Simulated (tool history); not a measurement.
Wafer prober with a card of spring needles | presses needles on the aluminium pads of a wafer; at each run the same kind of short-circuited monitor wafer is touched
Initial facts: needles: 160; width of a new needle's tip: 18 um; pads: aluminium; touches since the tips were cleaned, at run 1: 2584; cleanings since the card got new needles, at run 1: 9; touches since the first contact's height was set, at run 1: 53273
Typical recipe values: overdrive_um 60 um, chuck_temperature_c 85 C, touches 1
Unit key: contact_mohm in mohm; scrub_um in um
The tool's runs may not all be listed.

run,hour,overdrive_um,chuck_temperature_c,touches,touches since the tips were cleaned,cleanings since the card got new needles,touches since the first contact's height was set,contact_mohm,scrub_um
1,0,60,85,1,2584,9,53273,255,15.01
# hour 8: tips cleaned on abrasive film
# hour 23.9: tips cleaned on abrasive film
# hour 39.8: tips cleaned on abrasive film
# hour 59.6: tips cleaned on abrasive film
# hour 79.4: tips cleaned on abrasive film
# hour 96.1: tips cleaned on abrasive film
2,96.1,59,85,1,0,15,83666,191,14.62
# hour 115.9: tips cleaned on abrasive film
# hour 131.8: tips cleaned on abrasive film
# hour 147.7: tips cleaned on abrasive film
# hour 163.6: tips cleaned on abrasive film
3,178.3,60,85,1,4677,19,109680,285,14.77
# hour 182.3: tips cleaned on abrasive film
# hour 202.1: tips cleaned on abrasive film
# hour 221.9: tips cleaned on abrasive film
# hour 237.8: tips cleaned on abrasive film
# hour 253.7: tips cleaned on abrasive film
4,264.9,60,85,1,3551,24,137081,275,14.72
# hour 272.8: tips cleaned on abrasive film
# hour 292.7: tips cleaned on abrasive film
# hour 308.5: tips cleaned on abrasive film
# hour 324.4: tips cleaned on abrasive film
# hour 340.3: tips cleaned on abrasive film
# hour 360.1: tips cleaned on abrasive film
5,360.4,60,85,1,90,30,167296,202,14.63
# hour 368.4: tips cleaned on abrasive film, once more
# hour 368.7: height of the first contact set anew
# hour 388.5: tips cleaned on abrasive film
6,403.4,51,85,1,4742,32,11018,331,12.91
# hour 407.5: tips cleaned on abrasive film
# hour 423.4: tips cleaned on abrasive film
# hour 443.2: tips cleaned on abrasive film
# hour 459.1: tips cleaned on abrasive film
# hour 474.9: tips cleaned on abrasive film
# hour 492.4: tips cleaned on abrasive film
7,492.4,65,85,1,0,38,39147,187,16.32
# hour 508.3: tips cleaned on abrasive film
# hour 528.1: tips cleaned on abrasive film
# hour 544: tips cleaned on abrasive film
# hour 559.9: tips cleaned on abrasive film
8,570.6,65,85,1,3405,42,63891,266,16.27
# hour 578.6: tips cleaned on abrasive film
# hour 594.4: tips cleaned on abrasive film
# hour 614.3: tips cleaned on abrasive film
# hour 634.1: tips cleaned on abrasive film
# hour 650: tips cleaned on abrasive film
9,661.4,60,33,1,3653,47,92648,264,14.9
# hour 669.4: tips cleaned on abrasive film
# hour 685.3: tips cleaned on abrasive film
# hour 701.2: tips cleaned on abrasive film
10,704.4,60,33,1,1024,50,106225,220,14.87
# hour 720.3: tips cleaned on abrasive film
# hour 736.2: tips cleaned on abrasive film
# hour 756: tips cleaned on abrasive film
# hour 771.9: tips cleaned on abrasive film
11,773.6,60,33,1,543,54,128107,201,14.79
# hour 789.4: tips cleaned on abrasive film
# hour 805.3: tips cleaned on abrasive film
# hour 821.2: tips cleaned on abrasive film
# hour 837.1: tips cleaned on abrasive film
# hour 853: tips cleaned on abrasive film
12,861.1,60,85,1,2577,59,155789,257,14.72
# hour 869: tips cleaned on abrasive film
# hour 884.9: tips cleaned on abrasive film
# hour 904.7: tips cleaned on abrasive film
# hour 905: height of the first contact set anew
# hour 920.9: tips cleaned on abrasive film
# hour 936.8: tips cleaned on abrasive film
13,939.2,60,85,1,759,64,10801,214,15.16
# hour 955: tips cleaned on abrasive film
# hour 974.9: tips cleaned on abrasive film
# hour 994.2: tips cleaned on abrasive film
14,994.2,60,85,1,0,67,28208,189,15.1
# hour 1014: tips cleaned on abrasive film
# hour 1033.8: tips cleaned on abrasive film
# hour 1049.7: tips cleaned on abrasive film
# hour 1065.6: tips cleaned on abrasive film
15,1068.7,72,67,2,986,71,51787,201,18.06
# hour 1084.5: tips cleaned on abrasive film
# hour 1104.4: tips cleaned on abrasive film
# hour 1120.2: tips cleaned on abrasive film
# hour 1136.1: tips cleaned on abrasive film
# hour 1152: tips cleaned on abrasive film
16,1165.4,73,85,2,4254,76,82401,231,18.26
# hour 1169.4: tips cleaned on abrasive film
# hour 1185.3: tips cleaned on abrasive film
# hour 1201.2: tips cleaned on abrasive film
17,1214.6,73,85,2,4276,79,97972,230,18.2
# hour 1218.6: tips cleaned on abrasive film
# hour 1238.5: tips cleaned on abrasive film
# hour 1258.3: tips cleaned on abrasive film
# hour 1274.2: tips cleaned on abrasive film
18,1288.5,73,85,2,4556,83,121356,230,18.11
# hour 1292.5: tips cleaned on abrasive film
# hour 1308.4: tips cleaned on abrasive film
# hour 1328.2: tips cleaned on abrasive film
# hour 1344.1: tips cleaned on abrasive film
# hour 1360: tips cleaned on abrasive film
# hour 1375.8: tips cleaned on abrasive film
19,1386.7,42,96,1,3466,89,152437,370,10.15
# hour 1394.7: tips cleaned on abrasive film
# hour 1410.6: tips cleaned on abrasive film
# hour 1430.4: tips cleaned on abrasive film
# hour 1442.6: height of the first contact set anew
# hour 1450.5: tips cleaned on abrasive film
20,1450.6,72,96,1,3,93,2513,187,18.22
# hour 1467: tips cleaned on abrasive film
# hour 1482.8: tips cleaned on abrasive film
21,1498.4,60,71,3,4950,95,17672,227,15.14
# hour 1502.4: tips cleaned on abrasive film
# hour 1518.3: tips cleaned on abrasive film
# hour 1534.2: tips cleaned on abrasive film
22,1544.6,60,71,3,3306,98,32275,219,15.07
# hour 1552.6: tips cleaned on abrasive film
# hour 1572.4: tips cleaned on abrasive film
# hour 1592.2: tips cleaned on abrasive film
# hour 1608.1: tips cleaned on abrasive film
# hour 1624: tips cleaned on abrasive film
23,1628.3,60,36,2,1371,103,58750,205,15
# hour 1640.2: tips cleaned on abrasive film
# hour 1656.1: tips cleaned on abrasive film
# hour 1672: tips cleaned on abrasive film
# hour 1687.8: tips cleaned on abrasive film
# hour 1707.7: tips cleaned on abrasive film
24,1721.9,60,36,2,4520,108,88373,248,14.92
# hour 1725.9: tips cleaned on abrasive film
# hour 1741.8: tips cleaned on abrasive film
# hour 1757.7: tips cleaned on abrasive film
# hour 1775.6: tips cleaned on abrasive film
25,1775.6,46,56,1,0,112,105332,201,11.3

For each entry between runs, how does the tool's hidden state at the last listed run before it compare with that at the first listed run after it?
In the gap between runs 1 and 2: tips cleaned on abrasive film (hour 8); tips cleaned on abrasive film (hour 23.9); tips cleaned on abrasive film (hour 39.8); tips cleaned on abrasive film (hour 59.6); tips cleaned on abrasive film (hour 79.4); tips cleaned on abrasive film (hour 96.1)
  debris on the tips, nm: 79.1 -> 9.4; way that the needles fall short of the set height, um: 0.63 -> 1.24; tips' diameter, um: 18.22 -> 18.47
  the result without the hidden state subtracted from the measured one, contact_mohm: +74 -> +10 mohm; scrub_um: -0.16 -> -0.31 um
In the gap between runs 2 and 3: tips cleaned on abrasive film (hour 115.9); tips cleaned on abrasive film (hour 131.8); tips cleaned on abrasive film (hour 147.7); tips cleaned on abrasive film (hour 163.6)
  debris on the tips, nm: 9.4 -> 108.6; way that the needles fall short of the set height, um: 1.24 -> 1.52; tips' diameter, um: 18.47 -> 18.57
  the result without the hidden state subtracted from the measured one, contact_mohm: +10 -> +105 mohm; scrub_um: -0.31 -> -0.39 um
In the gap between runs 3 and 4: tips cleaned on abrasive film (hour 182.3); tips cleaned on abrasive film (hour 202.1); tips cleaned on abrasive film (hour 221.9); tips cleaned on abrasive film (hour 237.8); tips cleaned on abrasive film (hour 253.7)
  debris on the tips, nm: 108.6 -> 94.9; way that the needles fall short of the set height, um: 1.52 -> 1.84; tips' diameter, um: 18.57 -> 18.68
  the result without the hidden state subtracted from the measured one, contact_mohm: +105 -> +94 mohm; scrub_um: -0.39 -> -0.47 um
In the gap between runs 4 and 5: tips cleaned on abrasive film (hour 272.8); tips cleaned on abrasive film (hour 292.7); tips cleaned on abrasive film (hour 308.5); tips cleaned on abrasive film (hour 324.4); tips cleaned on abrasive film (hour 340.3); tips cleaned on abrasive film (hour 360.1)
  debris on the tips, nm: 94.9 -> 17.3; way that the needles fall short of the set height, um: 1.84 -> 2.24; tips' diameter, um: 18.68 -> 18.82
  the result without the hidden state subtracted from the measured one, contact_mohm: +94 -> +19 mohm; scrub_um: -0.47 -> -0.57 um
In the gap between runs 5 and 6: tips cleaned on abrasive film, once more (hour 368.4); height of the first contact set anew (hour 368.7); tips cleaned on abrasive film (hour 388.5)
  debris on the tips, nm: 17.3 -> 109.9; way that the needles fall short of the set height, um: 2.24 -> 0.06; tips' diameter, um: 18.82 -> 18.87
  the result without the hidden state subtracted from the measured one, contact_mohm: +19 -> +143 mohm; scrub_um: -0.57 -> -0.01 um
In the gap between runs 6 and 7: tips cleaned on abrasive film (hour 407.5); tips cleaned on abrasive film (hour 423.4); tips cleaned on abrasive film (hour 443.2); tips cleaned on abrasive film (hour 459.1); tips cleaned on abrasive film (hour 474.9); tips cleaned on abrasive film (hour 492.4)
  debris on the tips, nm: 109.9 -> 5; way that the needles fall short of the set height, um: 0.06 -> 0.49; tips' diameter, um: 18.87 -> 19.02
  the result without the hidden state subtracted from the measured one, contact_mohm: +143 -> +4 mohm; scrub_um: -0.01 -> -0.13 um
In the gap between runs 7 and 8: tips cleaned on abrasive film (hour 508.3); tips cleaned on abrasive film (hour 528.1); tips cleaned on abrasive film (hour 544); tips cleaned on abrasive film (hour 559.9)
  debris on the tips, nm: 5 -> 93.1; way that the needles fall short of the set height, um: 0.49 -> 0.74; tips' diameter, um: 19.02 -> 19.1
  the result without the hidden state subtracted from the measured one, contact_mohm: +4 -> +82 mohm; scrub_um: -0.13 -> -0.19 um
In the gap between runs 8 and 9: tips cleaned on abrasive film (hour 578.6); tips cleaned on abrasive film (hour 594.4); tips cleaned on abrasive film (hour 614.3); tips cleaned on abrasive film (hour 634.1); tips cleaned on abrasive film (hour 650)
  debris on the tips, nm: 93.1 -> 83.6; way that the needles fall short of the set height, um: 0.74 -> 1.1; tips' diameter, um: 19.1 -> 19.23
  the result without the hidden state subtracted from the measured one, contact_mohm: +82 -> +92 mohm; scrub_um: -0.19 -> -0.28 um
In the gap between runs 9 and 10: tips cleaned on abrasive film (hour 669.4); tips cleaned on abrasive film (hour 685.3); tips cleaned on abrasive film (hour 701.2)
  debris on the tips, nm: 83.6 -> 42.3; way that the needles fall short of the set height, um: 1.1 -> 1.31; tips' diameter, um: 19.23 -> 19.3
  the result without the hidden state subtracted from the measured one, contact_mohm: +92 -> +48 mohm; scrub_um: -0.28 -> -0.33 um
In the gap between runs 10 and 11: tips cleaned on abrasive film (hour 720.3); tips cleaned on abrasive film (hour 736.2); tips cleaned on abrasive film (hour 756); tips cleaned on abrasive film (hour 771.9)
  debris on the tips, nm: 42.3 -> 24.9; way that the needles fall short of the set height, um: 1.31 -> 1.57; tips' diameter, um: 19.3 -> 19.39
  the result without the hidden state subtracted from the measured one, contact_mohm: +48 -> +29 mohm; scrub_um: -0.33 -> -0.4 um
In the gap between runs 11 and 12: tips cleaned on abrasive film (hour 789.4); tips cleaned on abrasive film (hour 805.3); tips cleaned on abrasive film (hour 821.2); tips cleaned on abrasive film (hour 837.1); tips cleaned on abrasive film (hour 853)
  debris on the tips, nm: 24.9 -> 69.2; way that the needles fall short of the set height, um: 1.57 -> 1.92; tips' diameter, um: 19.39 -> 19.52
  the result without the hidden state subtracted from the measured one, contact_mohm: +29 -> +74 mohm; scrub_um: -0.4 -> -0.49 um
In the gap between runs 12 and 13: tips cleaned on abrasive film (hour 869); tips cleaned on abrasive film (hour 884.9); tips cleaned on abrasive film (hour 904.7); height of the first contact set anew (hour 905); tips cleaned on abrasive film (hour 920.9); tips cleaned on abrasive film (hour 936.8)
  debris on the tips, nm: 69.2 -> 28.9; way that the needles fall short of the set height, um: 1.92 -> 0.12; tips' diameter, um: 19.52 -> 19.64
  the result without the hidden state subtracted from the measured one, contact_mohm: +74 -> +30 mohm; scrub_um: -0.49 -> -0.03 um
In the gap between runs 13 and 14: tips cleaned on abrasive film (hour 955); tips cleaned on abrasive film (hour 974.9); tips cleaned on abrasive film (hour 994.2)
  debris on the tips, nm: 28.9 -> 7.9; way that the needles fall short of the set height, um: 0.12 -> 0.32; tips' diameter, um: 19.64 -> 19.71
  the result without the hidden state subtracted from the measured one, contact_mohm: +30 -> +9 mohm; scrub_um: -0.03 -> -0.09 um
In the gap between runs 14 and 15: tips cleaned on abrasive film (hour 1014); tips cleaned on abrasive film (hour 1033.8); tips cleaned on abrasive film (hour 1049.7); tips cleaned on abrasive film (hour 1065.6)
  debris on the tips, nm: 7.9 -> 43.7; way that the needles fall short of the set height, um: 0.32 -> 0.6; tips' diameter, um: 19.71 -> 19.81
  the result without the hidden state subtracted from the measured one, contact_mohm: +9 -> +21 mohm; scrub_um: -0.09 -> -0.15 um
In the gap between runs 15 and 16: tips cleaned on abrasive film (hour 1084.5); tips cleaned on abrasive film (hour 1104.4); tips cleaned on abrasive film (hour 1120.2); tips cleaned on abrasive film (hour 1136.1); tips cleaned on abrasive film (hour 1152)
  debris on the tips, nm: 43.7 -> 106.6; way that the needles fall short of the set height, um: 0.6 -> 0.96; tips' diameter, um: 19.81 -> 19.93
  the result without the hidden state subtracted from the measured one, contact_mohm: +21 -> +49 mohm; scrub_um: -0.15 -> -0.25 um
In the gap between runs 16 and 17: tips cleaned on abrasive film (hour 1169.4); tips cleaned on abrasive film (hour 1185.3); tips cleaned on abrasive film (hour 1201.2)
  debris on the tips, nm: 106.6 -> 103.3; way that the needles fall short of the set height, um: 0.96 -> 1.16; tips' diameter, um: 19.93 -> 20
  the result without the hidden state subtracted from the measured one, contact_mohm: +49 -> +48 mohm; scrub_um: -0.25 -> -0.29 um
In the gap between runs 17 and 18: tips cleaned on abrasive film (hour 1218.6); tips cleaned on abrasive film (hour 1238.5); tips cleaned on abrasive film (hour 1258.3); tips cleaned on abrasive film (hour 1274.2)
  debris on the tips, nm: 103.3 -> 103.1; way that the needles fall short of the set height, um: 1.16 -> 1.46; tips' diameter, um: 20 -> 20.11
  the result without the hidden state subtracted from the measured one, contact_mohm: +48 -> +50 mohm; scrub_um: -0.29 -> -0.37 um
In the gap between runs 18 and 19: tips cleaned on abrasive film (hour 1292.5); tips cleaned on abrasive film (hour 1308.4); tips cleaned on abrasive film (hour 1328.2); tips cleaned on abrasive film (hour 1344.1); tips cleaned on abrasive film (hour 1360); tips cleaned on abrasive film (hour 1375.8)
  debris on the tips, nm: 103.1 -> 85.1; way that the needles fall short of the set height, um: 1.46 -> 1.9; tips' diameter, um: 20.11 -> 20.26
  the result without the hidden state subtracted from the measured one, contact_mohm: +50 -> +182 mohm; scrub_um: -0.37 -> -0.48 um
In the gap between runs 19 and 20: tips cleaned on abrasive film (hour 1394.7); tips cleaned on abrasive film (hour 1410.6); tips cleaned on abrasive film (hour 1430.4); height of the first contact set anew (hour 1442.6); tips cleaned on abrasive film (hour 1450.5)
  debris on the tips, nm: 85.1 -> 7.1; way that the needles fall short of the set height, um: 1.9 -> 0.08; tips' diameter, um: 20.26 -> 20.37
  the result without the hidden state subtracted from the measured one, contact_mohm: +182 -> +7 mohm; scrub_um: -0.48 -> -0.02 um
In the gap between runs 20 and 21: tips cleaned on abrasive film (hour 1467); tips cleaned on abrasive film (hour 1482.8)
  debris on the tips, nm: 7.1 -> 118.3; way that the needles fall short of the set height, um: 0.08 -> 0.21; tips' diameter, um: 20.37 -> 20.42
  the result without the hidden state subtracted from the measured one, contact_mohm: +7 -> +48 mohm; scrub_um: -0.02 -> -0.05 um
In the gap between runs 21 and 22: tips cleaned on abrasive film (hour 1502.4); tips cleaned on abrasive film (hour 1518.3); tips cleaned on abrasive film (hour 1534.2)
  debris on the tips, nm: 118.3 -> 91.1; way that the needles fall short of the set height, um: 0.21 -> 0.44; tips' diameter, um: 20.42 -> 20.5
  the result without the hidden state subtracted from the measured one, contact_mohm: +48 -> +38 mohm; scrub_um: -0.05 -> -0.11 um
In the gap between runs 22 and 23: tips cleaned on abrasive film (hour 1552.6); tips cleaned on abrasive film (hour 1572.4); tips cleaned on abrasive film (hour 1592.2); tips cleaned on abrasive film (hour 1608.1); tips cleaned on abrasive film (hour 1624)
  debris on the tips, nm: 91.1 -> 43; way that the needles fall short of the set height, um: 0.44 -> 0.75; tips' diameter, um: 20.5 -> 20.61
  the result without the hidden state subtracted from the measured one, contact_mohm: +38 -> +31 mohm; scrub_um: -0.11 -> -0.19 um
In the gap between runs 23 and 24: tips cleaned on abrasive film (hour 1640.2); tips cleaned on abrasive film (hour 1656.1); tips cleaned on abrasive film (hour 1672); tips cleaned on abrasive film (hour 1687.8); tips cleaned on abrasive film (hour 1707.7)
  debris on the tips, nm: 43 -> 98.4; way that the needles fall short of the set height, um: 0.75 -> 1.07; tips' diameter, um: 20.61 -> 20.72
  the result without the hidden state subtracted from the measured one, contact_mohm: +31 -> +73 mohm; scrub_um: -0.19 -> -0.27 um
In the gap between runs 24 and 25: tips cleaned on abrasive film (hour 1725.9); tips cleaned on abrasive film (hour 1741.8); tips cleaned on abrasive film (hour 1757.7); tips cleaned on abrasive film (hour 1775.6)
  debris on the tips, nm: 98.4 -> 10.7; way that the needles fall short of the set height, um: 1.07 -> 1.32; tips' diameter, um: 20.72 -> 20.81
  the result without the hidden state subtracted from the measured one, contact_mohm: +73 -> +23 mohm; scrub_um: -0.27 -> -0.33 um
